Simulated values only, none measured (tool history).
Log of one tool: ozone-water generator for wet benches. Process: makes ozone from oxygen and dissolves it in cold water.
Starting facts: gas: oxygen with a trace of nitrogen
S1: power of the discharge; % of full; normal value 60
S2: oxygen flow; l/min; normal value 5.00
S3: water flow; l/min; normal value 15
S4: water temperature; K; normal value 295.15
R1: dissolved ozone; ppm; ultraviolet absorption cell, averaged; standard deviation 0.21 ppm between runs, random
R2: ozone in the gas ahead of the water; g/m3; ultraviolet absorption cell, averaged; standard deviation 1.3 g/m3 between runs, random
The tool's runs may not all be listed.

run   hour  S1    S2  S3      S4    R1     R2
  1    0.0  60  5.00  15  295.15  30.2  238.6
  2   30.1  60  5.00  22  295.15  22.8  236.8
  3   52.8  60  5.00  14  295.15  31.4  237.3
  4   67.1  60  5.00  14  295.15  31.8  238.6
  5   88.6  60  5.00  21  295.15  23.7  235.5
  6  112.8  98  5.00  21  295.15  32.9  320.6
  7  132.0  98  5.00  21  295.15  33.0  324.1
  8  145.5  98  5.00  21  295.15  32.9  322.1
  9  169.6  48  5.00  15  295.15  25.8  204.6
 10  201.0  60  5.00  15  295.15  30.5  232.6
 11  218.8  60  5.00  15  295.15  30.4  234.3
 12  244.9  59  5.00  15  295.15  30.1  232.6
 13  273.2  59  5.00  15  295.15  30.4  230.6
 14  292.8  59  5.00  15  295.15  29.9  232.7
 15  313.3  68  6.14  15  291.15  35.3  229.0
 16  328.7  68  6.14  15  291.15  34.8  225.2
 17  355.4  60  7.07  15  295.15  29.3  195.4
 18  382.1  60  7.07  15  295.15  29.5  195.9
 19  410.8  60  7.07  15  295.15  29.4  193.1
 20  442.0  60  5.00  14  295.15  32.0  230.8
     452.9  -- gauge calibrated
 21  463.0  94  2.52  22  292.15  28.9  448.2
 22  492.7  63  2.52  19  297.15  24.3  347.1
 23  520.2  51  2.52  16  297.15  24.3  302.0
 24  545.5  51  3.42  16  297.15  25.1  258.1
 25  574.8  51  8.35  21  297.15  20.6  163.0
 26  602.2  51  8.35  21  297.15  20.6  162.2
 27  621.1  51  8.35  21  297.15  20.3  162.6

Each row is a separate what-if for the run after 27, all from the same tool condition, not one after another. Results?
  A  653.9  64  5.00  15  295.15   ?   ?
  B  653.9  60  3.24  15  295.15   ?   ?
  C  653.9  60  5.00  17  296.15   ?   ?
  D  653.9  60  5.00  18  295.15   ?   ?
  E  653.9  60  5.00  21  295.15   ?   ?

run    R1     R2
  A  31.6  247.0
  B  30.4  293.1
  C  27.5  234.0
  D  26.6  236.4
  E  23.6  236.5
With no hidden state in the tool, these same runs would have given:
run    R1     R2
  A  31.7  250.2
  B  30.4  296.9
  C  27.5  237.1
  D  26.6  239.5
  E  23.6  239.6

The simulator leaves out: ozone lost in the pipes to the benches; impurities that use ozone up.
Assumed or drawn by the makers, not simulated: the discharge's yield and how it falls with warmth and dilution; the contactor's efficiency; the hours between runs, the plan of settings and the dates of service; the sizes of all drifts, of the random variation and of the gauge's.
